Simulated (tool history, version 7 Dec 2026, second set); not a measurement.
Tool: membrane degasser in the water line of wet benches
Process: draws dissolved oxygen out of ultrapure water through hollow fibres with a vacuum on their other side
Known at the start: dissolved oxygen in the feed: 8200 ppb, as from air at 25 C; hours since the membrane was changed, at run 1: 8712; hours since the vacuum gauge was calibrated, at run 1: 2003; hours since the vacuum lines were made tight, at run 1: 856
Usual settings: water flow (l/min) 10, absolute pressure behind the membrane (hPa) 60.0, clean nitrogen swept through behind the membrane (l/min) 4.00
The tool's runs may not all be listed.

| run | day | water flow (l/min) | absolute pressure behind the membrane (hPa) | clean nitrogen swept through behind the membrane (l/min) | hours since the membrane was changed | hours since the vacuum gauge was calibrated | hours since the vacuum lines were made tight | dissolved oxygen in the water behind the degasser (ppb) | pressure that the water loses in the fibres (hPa) |
|---|---|---|---|---|---|---|---|---|---|
| 1 | 0.000 | 10 | 60.0 | 4.00 | 8712 | 2003 | 856 | 304.4 | 560.4 |
| 2 | 5.304 | 10 | 60.0 | 3.41 | 8839 | 2130 | 983 | 304.1 | 571.7 |
| 3 | 15.742 | 10 | 78.9 | 3.41 | 9089 | 2380 | 1234 | 326.3 | 563.7 |
| 4 | 26.117 | 10 | 72.2 | 3.41 | 9338 | 2629 | 1483 | 314.4 | 568.1 |
| 5 | 36.479 | 10 | 60.0 | 8.73 | 9587 | 2878 | 1731 | 297.7 | 566.9 |
| 6 | 46.221 | 10 | 60.0 | 8.73 | 9821 | 3112 | 1965 | 305.7 | 567.3 |
|  | 47.225 | vacuum gauge calibrated |
| 7 | 57.292 | 10 | 60.0 | 4.00 | 10086 | 242 | 2230 | 307.0 | 566.1 |
| 8 | 64.908 | 10 | 60.0 | 4.00 | 10269 | 424 | 2413 | 310.0 | 570.0 |
| 9 | 72.588 | 10 | 60.0 | 4.00 | 10453 | 609 | 2598 | 306.8 | 571.1 |
| 10 | 82.171 | 16 | 64.4 | 4.29 | 10683 | 839 | 2828 | 719.0 | 909.5 |
| 11 | 92.571 | 16 | 64.4 | 4.29 | 10933 | 1088 | 3077 | 717.6 | 911.9 |
| 12 | 99.479 | 12 | 50.6 | 11.77 | 11099 | 1254 | 3243 | 428.8 | 683.2 |
|  | 105.404 | vacuum gauge calibrated, once more |
| 13 | 105.571 | 12 | 50.6 | 11.77 | 11244 | 4 | 3389 | 437.2 | 686.2 |
| 14 | 116.567 | 12 | 50.6 | 11.77 | 11508 | 268 | 3653 | 431.7 | 683.1 |

Forecast each of these 3 alternatives for the next run:
| A | 125.275 | 7 | 71.8 | 2.59 | 11717 | 477 | 3862 | ? | ? |
| B | 125.275 | 7 | 42.2 | 4.21 | 11717 | 477 | 3862 | ? | ? |
| C | 125.275 | 15 | 50.6 | 11.77 | 11717 | 477 | 3862 | ? | ? |

| run | dissolved oxygen in the water behind the degasser (ppb) | pressure that the water loses in the fibres (hPa) |
|---|---|---|
| A | 160.3 | 400.6 |
| B | 135.6 | 396.7 |
| C | 631.4 | 857.0 |
Without the tool's hidden state the same runs would have given:
| run | dissolved oxygen in the water behind the degasser (ppb) | pressure that the water loses in the fibres (hPa) |
|---|---|---|
| A | 137.2 | 383.9 |
| B | 113.8 | 380.2 |
| C | 565.2 | 821.4 |

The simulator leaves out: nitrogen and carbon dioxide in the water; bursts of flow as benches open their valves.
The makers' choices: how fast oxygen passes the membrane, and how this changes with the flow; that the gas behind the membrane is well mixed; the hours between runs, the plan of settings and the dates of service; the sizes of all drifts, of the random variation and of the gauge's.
